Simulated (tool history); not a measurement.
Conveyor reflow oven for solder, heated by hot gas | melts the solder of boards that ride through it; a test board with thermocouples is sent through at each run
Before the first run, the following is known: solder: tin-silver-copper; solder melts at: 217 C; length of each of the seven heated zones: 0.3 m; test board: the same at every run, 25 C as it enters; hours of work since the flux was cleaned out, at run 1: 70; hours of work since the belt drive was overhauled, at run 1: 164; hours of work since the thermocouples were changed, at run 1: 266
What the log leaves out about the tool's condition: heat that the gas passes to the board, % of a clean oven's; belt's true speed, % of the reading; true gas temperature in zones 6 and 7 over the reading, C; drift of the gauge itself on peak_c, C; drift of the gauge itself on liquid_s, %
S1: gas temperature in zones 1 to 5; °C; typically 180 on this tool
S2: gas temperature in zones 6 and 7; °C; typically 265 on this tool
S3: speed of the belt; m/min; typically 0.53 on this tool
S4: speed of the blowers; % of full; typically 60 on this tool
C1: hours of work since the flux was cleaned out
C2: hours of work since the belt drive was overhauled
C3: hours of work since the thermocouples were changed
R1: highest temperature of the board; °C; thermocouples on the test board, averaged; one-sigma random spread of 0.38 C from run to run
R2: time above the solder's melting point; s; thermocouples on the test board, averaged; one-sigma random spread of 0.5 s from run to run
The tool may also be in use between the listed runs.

{"run": 1, "hour": 0.0, "S1": 180, "S2": 265, "S3": 0.53, "S4": 60, "C1": 70, "C2": 164, "C3": 266, "R1": 243.3, "R2": 45}
{"run": 2, "hour": 20.8, "S1": 171, "S2": 265, "S3": 0.53, "S4": 60, "C1": 78, "C2": 172, "C3": 274, "R1": 241.4, "R2": 38.9}
{"run": 3, "hour": 41.0, "S1": 183, "S2": 265, "S3": 0.53, "S4": 60, "C1": 86, "C2": 180, "C3": 282, "R1": 243.3, "R2": 46}
{"run": 4, "hour": 56.8, "S1": 183, "S2": 265, "S3": 0.53, "S4": 60, "C1": 93, "C2": 186, "C3": 289, "R1": 243.8, "R2": 45.3}
{"run": 5, "hour": 74.0, "S1": 180, "S2": 277, "S3": 0.53, "S4": 60, "C1": 100, "C2": 193, "C3": 295, "R1": 252, "R2": 51.9}
{"run": 6, "hour": 97.5, "S1": 180, "S2": 277, "S3": 0.53, "S4": 57, "C1": 109, "C2": 203, "C3": 305, "R1": 250.7, "R2": 50.3}
{"run": 7, "hour": 107.7, "S1": 192, "S2": 277, "S3": 0.53, "S4": 57, "C1": 113, "C2": 207, "C3": 309, "R1": 254.2, "R2": 57}
{"run": 8, "hour": 127.6, "S1": 192, "S2": 277, "S3": 0.53, "S4": 57, "C1": 121, "C2": 215, "C3": 317, "R1": 254.3, "R2": 56.2}
{"run": 9, "hour": 150.5, "S1": 192, "S2": 277, "S3": 0.545, "S4": 57, "C1": 130, "C2": 224, "C3": 326, "R1": 253.3, "R2": 53.8}
{"run": 10, "hour": 172.8, "S1": 192, "S2": 277, "S3": 0.545, "S4": 57, "C1": 139, "C2": 233, "C3": 335, "R1": 253.8, "R2": 53.8}
{"run": 11, "hour": 188.8, "S1": 192, "S2": 277, "S3": 0.545, "S4": 57, "C1": 146, "C2": 239, "C3": 341, "R1": 252.8, "R2": 54.7}
{"run": 12, "hour": 199.1, "S1": 192, "S2": 277, "S3": 0.545, "S4": 57, "C1": 150, "C2": 243, "C3": 346, "R1": 252.9, "R2": 54.2}
{"run": 13, "hour": 213.8, "S1": 192, "S2": 277, "S3": 0.545, "S4": 57, "C1": 156, "C2": 249, "C3": 351, "R1": 253.1, "R2": 54}
{"run": 14, "hour": 229.1, "S1": 193, "S2": 277, "S3": 0.543, "S4": 72, "C1": 162, "C2": 255, "C3": 358, "R1": 258.6, "R2": 57.9}
{"run": 15, "hour": 248.4, "S1": 180, "S2": 265, "S3": 0.434, "S4": 65, "C1": 170, "C2": 263, "C3": 365, "R1": 251.4, "R2": 63.4}
{"run": 16, "hour": 269.9, "S1": 181, "S2": 265, "S3": 0.434, "S4": 57, "C1": 178, "C2": 272, "C3": 374, "R1": 249, "R2": 61.9}
{"run": 17, "hour": 288.2, "S1": 187, "S2": 265, "S3": 0.434, "S4": 78, "C1": 186, "C2": 279, "C3": 381, "R1": 255.2, "R2": 70.4}
{"run": 18, "hour": 311.4, "S1": 187, "S2": 265, "S3": 0.434, "S4": 78, "C1": 195, "C2": 288, "C3": 391, "R1": 254.4, "R2": 69.6}
{"run": 19, "hour": 335.4, "S1": 187, "S2": 265, "S3": 0.434, "S4": 78, "C1": 204, "C2": 298, "C3": 400, "R1": 254.9, "R2": 69.2}
{"run": 20, "hour": 358.8, "S1": 187, "S2": 265, "S3": 0.434, "S4": 78, "C1": 214, "C2": 307, "C3": 410, "R1": 254.3, "R2": 70.5}
{"run": 21, "hour": 375.2, "S1": 187, "S2": 265, "S3": 0.434, "S4": 58, "C1": 220, "C2": 314, "C3": 416, "R1": 250, "R2": 66.5}
{"run": 22, "hour": 392.6, "S1": 187, "S2": 265, "S3": 0.434, "S4": 58, "C1": 227, "C2": 321, "C3": 423, "R1": 250.2, "R2": 65.4}
{"run": 23, "hour": 406.7, "S1": 166, "S2": 265, "S3": 0.53, "S4": 88, "C1": 233, "C2": 327, "C3": 429, "R1": 247.7, "R2": 45.8}
{"run": 24, "hour": 423.4, "S1": 166, "S2": 272, "S3": 0.638, "S4": 88, "C1": 240, "C2": 333, "C3": 435, "R1": 246.2, "R2": 36}
{"run": 25, "hour": 438.8, "S1": 166, "S2": 272, "S3": 0.638, "S4": 88, "C1": 246, "C2": 339, "C3": 442, "R1": 246.7, "R2": 35.8}

3 options for the next run, each taken on its own from the tool as it stands now. Forecast them:
{"hour": 447.8, "done": "flux residue cleaned out of gas plates and filters"}
{"run": "A", "hour": 463.9, "S1": 166, "S2": 272, "S3": 0.435, "S4": 82, "C1": 6, "C2": 347, "C3": 450, "R1": "?", "R2": "?"}
{"hour": 447.8, "done": "flux residue cleaned out of gas plates and filters"}
{"run": "B", "hour": 463.9, "S1": 194, "S2": 272, "S3": 0.638, "S4": 61, "C1": 6, "C2": 347, "C3": 450, "R1": "?", "R2": "?"}
{"hour": 447.8, "done": "flux residue cleaned out of gas plates and filters"}
{"run": "C", "hour": 463.9, "S1": 180, "S2": 265, "S3": 0.53, "S4": 70, "C1": 6, "C2": 347, "C3": 450, "R1": "?", "R2": "?"}

run=A R1=258.6 R2=63
run=B R1=245.6 R2=39.8
run=C R1=245.9 R2=46.7
Had the tool no hidden state, the same runs would have come out as:
run=A R1=258.5 R2=63
run=B R1=245.5 R2=39.8
run=C R1=245.9 R2=46.7

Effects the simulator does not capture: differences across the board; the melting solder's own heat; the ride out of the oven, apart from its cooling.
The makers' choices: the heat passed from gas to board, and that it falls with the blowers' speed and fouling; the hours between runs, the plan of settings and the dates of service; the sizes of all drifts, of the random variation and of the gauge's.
